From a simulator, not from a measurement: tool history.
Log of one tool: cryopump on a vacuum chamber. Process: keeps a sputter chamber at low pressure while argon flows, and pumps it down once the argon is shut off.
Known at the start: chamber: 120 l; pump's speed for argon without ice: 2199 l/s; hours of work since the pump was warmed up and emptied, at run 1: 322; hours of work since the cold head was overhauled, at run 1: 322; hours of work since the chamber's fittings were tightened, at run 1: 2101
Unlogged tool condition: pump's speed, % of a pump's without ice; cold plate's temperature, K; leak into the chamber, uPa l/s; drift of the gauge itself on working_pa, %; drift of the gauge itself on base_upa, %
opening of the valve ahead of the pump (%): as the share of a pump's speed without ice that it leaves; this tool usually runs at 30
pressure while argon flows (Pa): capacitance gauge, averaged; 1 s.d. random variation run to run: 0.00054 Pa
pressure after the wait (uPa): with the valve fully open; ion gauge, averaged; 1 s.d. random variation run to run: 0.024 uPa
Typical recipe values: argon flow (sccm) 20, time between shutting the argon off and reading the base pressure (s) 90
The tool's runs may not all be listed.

| run | hour | argon flow (sccm) | time between shutting the argon off and reading the base pressure (s) | opening of the valve ahead of the pump (%) | hours of work since the pump was warmed up and emptied | hours of work since the cold head was overhauled | hours of work since the chamber's fittings were tightened | pressure while argon flows (Pa) | pressure after the wait (uPa) |
|---|---|---|---|---|---|---|---|---|---|
| 1 | 0.0 | 20 | 90 | 30 | 322 | 322 | 2101 | 0.0527 | 1.61 |
| 2 | 11.8 | 20 | 90 | 58 | 330 | 330 | 2108 | 0.0280 | 1.53 |
| 3 | 25.2 | 20 | 90 | 37 | 338 | 338 | 2117 | 0.0430 | 1.57 |
| 4 | 38.2 | 20 | 90 | 37 | 346 | 346 | 2125 | 0.0432 | 1.53 |
| 5 | 49.4 | 20 | 90 | 37 | 353 | 353 | 2132 | 0.0438 | 1.58 |
| 6 | 63.9 | 20 | 90 | 30 | 363 | 363 | 2142 | 0.0534 | 1.60 |
| 7 | 75.7 | 15 | 90 | 30 | 370 | 370 | 2149 | 0.0389 | 1.55 |
| 8 | 93.6 | 15 | 90 | 30 | 381 | 381 | 2160 | 0.0394 | 1.58 |
| 9 | 101.7 | 20 | 47 | 17 | 387 | 387 | 2165 | 0.0915 | 2.15 |
| 10 | 112.6 | 10 | 38 | 37 | 393 | 393 | 2172 | 0.0220 | 2.52 |
| 11 | 131.5 | 24 | 164 | 59 | 405 | 405 | 2184 | 0.0339 | 1.29 |
| 12 | 139.9 | 10 | 186 | 40 | 411 | 411 | 2190 | 0.0201 | 1.28 |
| 13 | 153.5 | 10 | 186 | 40 | 419 | 419 | 2198 | 0.0206 | 1.24 |

Here are 4 independent what-if runs from the current tool condition. What would each one return?
| A | 168.1 | 20 | 176 | 30 | 429 | 429 | 2208 | ? | ? |
| B | 168.1 | 20 | 93 | 30 | 429 | 429 | 2208 | ? | ? |
| C | 168.1 | 20 | 40 | 30 | 429 | 429 | 2208 | ? | ? |
| D | 168.1 | 10 | 276 | 50 | 429 | 429 | 2208 | ? | ? |

| run | pressure while argon flows (Pa) | pressure after the wait (uPa) |
|---|---|---|
| A | 0.0534 | 1.23 |
| B | 0.0538 | 1.63 |
| C | 0.0534 | 2.47 |
| D | 0.0167 | 1.12 |
Without the tool's unlogged condition, the same runs would have read:
| run | pressure while argon flows (Pa) | pressure after the wait (uPa) |
|---|---|---|
| A | 0.0517 | 0.46 |
| B | 0.0521 | 0.84 |
| C | 0.0517 | 1.70 |
| D | 0.0159 | 0.35 |

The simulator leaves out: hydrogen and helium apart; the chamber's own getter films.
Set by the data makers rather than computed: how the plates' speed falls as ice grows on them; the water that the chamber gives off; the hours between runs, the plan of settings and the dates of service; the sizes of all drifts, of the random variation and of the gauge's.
